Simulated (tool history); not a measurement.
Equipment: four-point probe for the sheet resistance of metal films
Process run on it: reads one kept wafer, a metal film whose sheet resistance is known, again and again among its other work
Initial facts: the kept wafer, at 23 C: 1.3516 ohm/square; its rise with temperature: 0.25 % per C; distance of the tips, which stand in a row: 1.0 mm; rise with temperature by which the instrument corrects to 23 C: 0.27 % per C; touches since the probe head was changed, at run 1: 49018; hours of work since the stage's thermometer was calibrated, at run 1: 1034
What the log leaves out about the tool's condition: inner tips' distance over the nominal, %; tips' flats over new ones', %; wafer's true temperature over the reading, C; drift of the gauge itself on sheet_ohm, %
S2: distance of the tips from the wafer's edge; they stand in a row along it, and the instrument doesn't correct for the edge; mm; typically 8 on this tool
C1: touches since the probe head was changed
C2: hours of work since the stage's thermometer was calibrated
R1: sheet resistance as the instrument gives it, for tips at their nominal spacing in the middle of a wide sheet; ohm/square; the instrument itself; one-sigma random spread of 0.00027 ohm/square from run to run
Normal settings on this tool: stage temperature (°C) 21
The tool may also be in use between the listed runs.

run 1 hour=0.0 | stage_temperature_(°C)=21 S2=8 | C1=49018 C2=1034 | R1=1.371129
run 2 hour=53.0 | stage_temperature_(°C)=21 S2=49 | C1=50789 C2=1072 | R1=1.359880
run 3 hour=92.0 | stage_temperature_(°C)=21 S2=26 | C1=52095 C2=1099 | R1=1.360561
run 4 hour=167.3 | stage_temperature_(°C)=21 S2=26 | C1=54612 C2=1152 | R1=1.359977
run 5 hour=242.9 | stage_temperature_(°C)=27 S2=26 | C1=57139 C2=1205 | R1=1.358921
run 6 hour=298.9 | stage_temperature_(°C)=27 S2=26 | C1=59013 C2=1245 | R1=1.359495
-- hour=306.4 stage's thermometer calibrated
run 7 hour=386.1 | stage_temperature_(°C)=21 S2=37 | C1=61911 C2=56 | R1=1.362407
run 8 hour=452.8 | stage_temperature_(°C)=21 S2=37 | C1=64143 C2=103 | R1=1.362179
run 9 hour=544.0 | stage_temperature_(°C)=21 S2=37 | C1=67193 C2=168 | R1=1.362430
run 10 hour=585.4 | stage_temperature_(°C)=34 S2=8 | C1=68578 C2=197 | R1=1.369028
run 11 hour=681.2 | stage_temperature_(°C)=34 S2=8 | C1=71781 C2=264 | R1=1.369337
run 12 hour=761.8 | stage_temperature_(°C)=34 S2=8 | C1=74474 C2=321 | R1=1.370383
run 13 hour=833.1 | stage_temperature_(°C)=23 S2=8 | C1=76860 C2=372 | R1=1.372951
run 14 hour=917.2 | stage_temperature_(°C)=23 S2=8 | C1=79670 C2=431 | R1=1.373426
run 15 hour=993.7 | stage_temperature_(°C)=19 S2=8 | C1=82230 C2=485 | R1=1.375728
run 16 hour=1076.9 | stage_temperature_(°C)=19 S2=8 | C1=85010 C2=543 | R1=1.375687
run 17 hour=1150.7 | stage_temperature_(°C)=21 S2=7 | C1=87480 C2=596 | R1=1.378817
run 18 hour=1207.5 | stage_temperature_(°C)=21 S2=7 | C1=89377 C2=636 | R1=1.378683
run 19 hour=1301.3 | stage_temperature_(°C)=21 S2=8 | C1=92515 C2=702 | R1=1.375487
run 20 hour=1374.1 | stage_temperature_(°C)=26 S2=14 | C1=94948 C2=753 | R1=1.366580
run 21 hour=1453.5 | stage_temperature_(°C)=26 S2=14 | C1=97605 C2=809 | R1=1.366485
run 22 hour=1528.3 | stage_temperature_(°C)=26 S2=14 | C1=100105 C2=862 | R1=1.366680
run 23 hour=1579.8 | stage_temperature_(°C)=19 S2=4 | C1=101826 C2=898 | R1=1.409549
run 24 hour=1664.9 | stage_temperature_(°C)=19 S2=4 | C1=104674 C2=958 | R1=1.410291
run 25 hour=1704.1 | stage_temperature_(°C)=19 S2=5 | C1=105983 C2=986 | R1=1.394844
run 26 hour=1765.8 | stage_temperature_(°C)=20 S2=4 | C1=108047 C2=1030 | R1=1.410167
run 27 hour=1825.7 | stage_temperature_(°C)=28 S2=53 | C1=110050 C2=1072 | R1=1.363771
run 28 hour=1879.4 | stage_temperature_(°C)=23 S2=9 | C1=111845 C2=1110 | R1=1.373789
run 29 hour=1973.5 | stage_temperature_(°C)=23 S2=9 | C1=114992 C2=1176 | R1=1.374205
run 30 hour=2055.5 | stage_temperature_(°C)=20 S2=12 | C1=117735 C2=1234 | R1=1.371384
-- hour=2079.1 stage's thermometer calibrated
run 31 hour=2113.0 | stage_temperature_(°C)=23 S2=67 | C1=119641 C2=24 | R1=1.367242
-- hour=2137.6 new probe head fitted
run 32 hour=2156.6 | stage_temperature_(°C)=23 S2=32 | C1=634 C2=54 | R1=1.354296
run 33 hour=2233.9 | stage_temperature_(°C)=22 S2=44 | C1=3219 C2=109 | R1=1.354496
run 34 hour=2294.0 | stage_temperature_(°C)=22 S2=44 | C1=5228 C2=151 | R1=1.355216
run 35 hour=2372.9 | stage_temperature_(°C)=22 S2=44 | C1=7868 C2=207 | R1=1.354982
run 36 hour=2425.3 | stage_temperature_(°C)=22 S2=44 | C1=9618 C2=244 | R1=1.355102
run 37 hour=2481.9 | stage_temperature_(°C)=22 S2=44 | C1=11511 C2=283 | R1=1.355429
run 38 hour=2539.8 | stage_temperature_(°C)=22 S2=44 | C1=13447 C2=324 | R1=1.355458

Each row is a separate what-if for the run after 38, all from the same tool condition, not one after another. Results?
run A hour=2598.2 | stage_temperature_(°C)=22 S2=14 | C1=15400 C2=366 | R1=?
run B hour=2598.2 | stage_temperature_(°C)=24 S2=44 | C1=15400 C2=366 | R1=?
run C hour=2598.2 | stage_temperature_(°C)=23 S2=4 | C1=15400 C2=366 | R1=?
run D hour=2598.2 | stage_temperature_(°C)=30 S2=13 | C1=15400 C2=366 | R1=?
run E hour=2598.2 | stage_temperature_(°C)=31 S2=14 | C1=15400 C2=366 | R1=?

run=A R1=1.359167
run=B R1=1.354996
run=C R1=1.398907
run=D R1=1.357178
run=E R1=1.356294
Had the tool no hidden state, the same runs would have come out as:
run=A R1=1.355755
run=B R1=1.351593
run=C R1=1.395404
run=D R1=1.353770
run=E R1=1.352887
